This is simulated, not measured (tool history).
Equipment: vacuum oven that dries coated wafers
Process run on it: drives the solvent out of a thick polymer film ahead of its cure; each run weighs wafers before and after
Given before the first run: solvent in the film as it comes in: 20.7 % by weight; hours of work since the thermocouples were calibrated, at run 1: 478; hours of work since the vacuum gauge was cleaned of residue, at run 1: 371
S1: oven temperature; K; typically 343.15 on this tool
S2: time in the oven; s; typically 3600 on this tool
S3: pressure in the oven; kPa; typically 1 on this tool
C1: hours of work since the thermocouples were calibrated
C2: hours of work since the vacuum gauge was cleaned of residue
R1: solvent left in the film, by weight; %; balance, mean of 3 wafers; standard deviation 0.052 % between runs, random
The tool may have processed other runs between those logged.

run   hour      S1    S2    S3   C1   C2    R1
  1      0  343.15  3600     1  478  371  1.26
  2   13.1  343.15  3600     1  488  381  1.32
  3   26.7  343.15  3600  2.52  499  392   2.4
  4   39.8  343.15  3600  2.52  509  402  2.33
  5   48.8  343.15  3600  2.52  516  409  2.35
  6   67.9  343.15  3600  2.52  531  424  2.42
  7   87.8  343.15  3600  2.52  547  440  2.38
  8   96.6  343.15  3180     1  554  446  1.54
  9  106.7  343.15  3600     1  562  454  1.23
 10  120.2  343.15  3600     1  572  465  1.23
 11  139.5  343.15  3600     1  587  480   1.3
 12  160.9  343.15  3600     1  604  497  1.33
 13  174.4  343.15  3600     1  614  507  1.33
 14  188.5  343.15  3600     1  626  518  1.27
 15  201.1  343.15  3600     1  635  528  1.18
 16  220.9  343.15  3600     1  651  544  1.27
 17  239.7  343.15  3600     1  666  558  1.26
 18  258.9  343.15  3600     1  681  573  1.21
 19  280.2  343.15  3600  2.06  697  590     2
 20  295.6  336.15  3600  2.06  709  602  4.14
 21  312.7  336.15  3600  2.06  723  616  4.07
 22    333  351.15  4320     1  739  631  0.55
 23  348.4  351.15  4320     1  751  644  0.53
 24  362.9  337.15  4320     1  762  655  2.19
 25  379.2  333.15  3600  2.08  775  668  5.43
 26  399.2  347.15  2580     1  790  683  1.17
 27  416.1  347.15  2580     1  804  696  1.18
 28  425.4  357.15  3600  2.96  811  704  1.28
     432.9  -- oven's thermocouples calibrated
 29  446.6  357.15  3600  2.96   11  719  1.29
 30  467.1  357.15  3600  2.96   27  735  1.28
 31  476.1  356.15  2760  1.72   34  742  0.86
 32  488.6  342.15  1980  1.43   44  752  3.86
 33  503.7  344.15  4020  1.11   55  763  0.99
 34    514  336.15  2880  0.92   63  772  4.21
 35  524.6  336.15  5820  2.17   72  780  2.72
 36  534.5  336.15  5820  2.17   79  788  2.83

Run 37 comes next. What will it give?
 37  549.2  351.15  3900  1.21  91  799   ?

Run 37 yielded R1 0.73 %.
If the tool had no hidden condition, the same run with the same run-to-run variation would have returned R1 0.72 %.

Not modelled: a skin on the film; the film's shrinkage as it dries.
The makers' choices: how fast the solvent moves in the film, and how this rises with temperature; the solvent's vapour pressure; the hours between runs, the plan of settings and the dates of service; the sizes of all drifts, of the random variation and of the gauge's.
